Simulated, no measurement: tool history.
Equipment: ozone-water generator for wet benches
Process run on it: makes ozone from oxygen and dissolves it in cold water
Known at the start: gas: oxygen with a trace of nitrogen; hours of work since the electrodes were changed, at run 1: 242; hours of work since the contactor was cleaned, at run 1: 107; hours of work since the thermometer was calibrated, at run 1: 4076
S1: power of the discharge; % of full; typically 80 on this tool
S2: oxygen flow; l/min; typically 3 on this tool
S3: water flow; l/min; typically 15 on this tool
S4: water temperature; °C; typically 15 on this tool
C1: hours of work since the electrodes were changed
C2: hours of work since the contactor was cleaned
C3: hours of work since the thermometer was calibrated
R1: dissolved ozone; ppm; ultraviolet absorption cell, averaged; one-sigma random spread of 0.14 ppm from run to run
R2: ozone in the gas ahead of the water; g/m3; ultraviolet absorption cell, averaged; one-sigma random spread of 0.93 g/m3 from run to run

run   hour  S1    S2  S3  S4   C1   C2    C3    R1     R2
  1      0  80     3  15  15  242  107  4076  17.2  155.6
  2   24.1  80  2.18  15  15  257  122  4091  15.4  176.4
  3   53.4  80  2.18  15  15  275  140  4110  15.9  175.2
  4   78.9  80     3  15  15  291  156  4126  16.9  155.7
  5  106.5  80  1.89  15  15  309  173  4143  14.8  186.7
  6  131.1  80  1.89  22  15  324  188  4158   9.7  184.4
  7  160.4  80  1.89  22  15  342  207  4176    10    187
  8  176.8  80  1.89  22  15  352  217  4187  10.1  185.9
  9  193.6  80  1.89  22  15  363  227  4197   9.9  184.4
 10    225  80  1.89  22  15  382  247  4217   9.9  186.3
 11  245.1  80  1.89  22  15  395  259  4229    10  184.4
 12  263.5  80   2.9  15  15  406  271  4241  16.6    158
 13  282.5  80   2.9  15  15  418  283  4252  16.5  155.3
 14  301.5  80   2.9  15  15  430  295  4264  16.5  156.2
 15  318.8  80   2.9  15  15  441  305  4275  16.7  157.1
 16  333.3  80   2.9  15  15  450  314  4284  16.6  156.9
 17  354.5  80     3  15  14  463  328  4297  16.9  155.1
 18  371.2  59     3  15  15  473  338  4308  14.2  128.6
 19  399.3  72     3  19  15  491  355  4325  12.6  146.8
 20  429.1  80   3.3  12  15  510  374  4344  20.5  148.9
 21  453.6  96     3  15  15  525  389  4359  18.5  170.2
 22  484.2  80   3.9  15  15  544  408  4378  17.8  139.5
 23  499.9  59  3.44  21  19  554  418  4388  10.3  121.8
 24  516.6  70   4.7  13  15  564  429  4398  18.5    119
 25  537.3  70   4.7  13  15  577  441  4411  18.8  118.3
 26  563.2  70   4.7  13  15  593  458  4427  18.6  119.1
 27  585.6  55   1.9  19  18  607  471  4441   9.2  150.4
 28  610.9  80     3  16  12  623  487  4457  16.3  152.9
 29  627.2  80     3  16  12  633  497  4467  16.2  153.4
 30    655  66  2.34  22  12  650  515  4485   9.6  151.9
 31  686.8  66  2.34  22  12  670  535  4504   9.9  150.6
 32  706.8  66  2.34  22  12  683  547  4517   9.6  153.8

Here are 5 independent what-if runs from the current tool condition. What would each one return?
  A  726.8  58   1.9  15  15  695  559  4529   ?   ?
  B  726.8  80  2.09  15  10  695  559  4529   ?   ?
  C  726.8  80  3.57  21  17  695  559  4529   ?   ?
  D  726.8  80     3  15   9  695  559  4529   ?   ?
  E  726.8  52   2.1  15  12  695  559  4529   ?   ?

run    R1     R2
  A  12.2  154.4
  B  15.8  175.6
  C  12.7  143.8
  D    18  151.9
  E  12.2  139.6
The same runs, with their run-to-run variation unchanged, on a tool lacking any hidden condition would have given:
run    R1     R2
  A  12.5  156.9
  B  16.2    179
  C    13  146.6
  D  18.5  154.9
  E  12.4  141.7

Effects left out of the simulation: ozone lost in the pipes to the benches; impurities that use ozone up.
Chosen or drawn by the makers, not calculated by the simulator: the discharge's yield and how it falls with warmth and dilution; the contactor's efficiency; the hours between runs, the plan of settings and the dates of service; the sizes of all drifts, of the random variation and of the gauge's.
